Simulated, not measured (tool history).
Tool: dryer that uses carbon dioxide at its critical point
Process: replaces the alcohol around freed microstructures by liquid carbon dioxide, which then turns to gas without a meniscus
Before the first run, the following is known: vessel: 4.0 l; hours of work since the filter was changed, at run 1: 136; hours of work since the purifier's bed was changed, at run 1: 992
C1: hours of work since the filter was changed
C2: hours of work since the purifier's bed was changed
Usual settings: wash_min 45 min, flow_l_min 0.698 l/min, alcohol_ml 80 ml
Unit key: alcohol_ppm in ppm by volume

Run 1, hour 0.0: usual settings; C1 136; C2 992. Result: alcohol_ppm 263 ppm by volume.
Run 2, hour 24.4: usual settings; C1 154; C2 1009. Result: alcohol_ppm 285 ppm by volume.
Run 3, hour 51.7: usual settings; C1 174; C2 1029. Result: alcohol_ppm 289 ppm by volume.
Run 4, hour 70.4: usual settings; C1 187; C2 1043. Result: alcohol_ppm 288 ppm by volume.
Run 5, hour 108.2: usual settings; C1 215; C2 1071. Result: alcohol_ppm 298 ppm by volume.
Run 6, hour 126.7: usual settings; C1 228; C2 1084. Result: alcohol_ppm 305 ppm by volume.
Run 7, hour 144.0: usual settings; C1 241; C2 1097. Result: alcohol_ppm 303 ppm by volume.
Run 8, hour 161.0: usual settings but alcohol_ml 57 ml; C1 254; C2 1109. Result: alcohol_ppm 282 ppm by volume.
Run 9, hour 177.5: usual settings but wash_min 71 min, alcohol_ml 84 ml; C1 266; C2 1121. Result: alcohol_ppm 226 ppm by volume.
Run 10, hour 213.7: usual settings but wash_min 50 min, flow_l_min 0.487 l/min, alcohol_ml 79 ml; C1 292; C2 1148. Result: alcohol_ppm 487 ppm by volume.
At hour 224.7: purifier's bed changed.
Run 11, hour 238.1: usual settings but flow_l_min 0.652 l/min; C1 308; C2 10. Result: alcohol_ppm 124 ppm by volume.
Run 12, hour 275.5: usual settings but wash_min 33 min, flow_l_min 0.817 l/min, alcohol_ml 68 ml; C1 335; C2 37. Result: alcohol_ppm 181 ppm by volume.
Run 13, hour 294.1: usual settings but wash_min 33 min, flow_l_min 0.817 l/min, alcohol_ml 68 ml; C1 349; C2 51. Result: alcohol_ppm 191 ppm by volume.
Run 14, hour 318.9: usual settings but wash_min 39 min, alcohol_ml 25 ml; C1 367; C2 69. Result: alcohol_ppm 81 ppm by volume.

Estimate the outcome of run 15 from the log above:
Run 15, hour 336.7: usual settings but wash_min 57 min; C1 380; C2 82. Result: alcohol_ppm ?.

Run 15 measured alcohol_ppm 46 ppm by volume.
With the hidden condition absent and the run-to-run variation left alone, this run would have shown alcohol_ppm 17 ppm by volume.
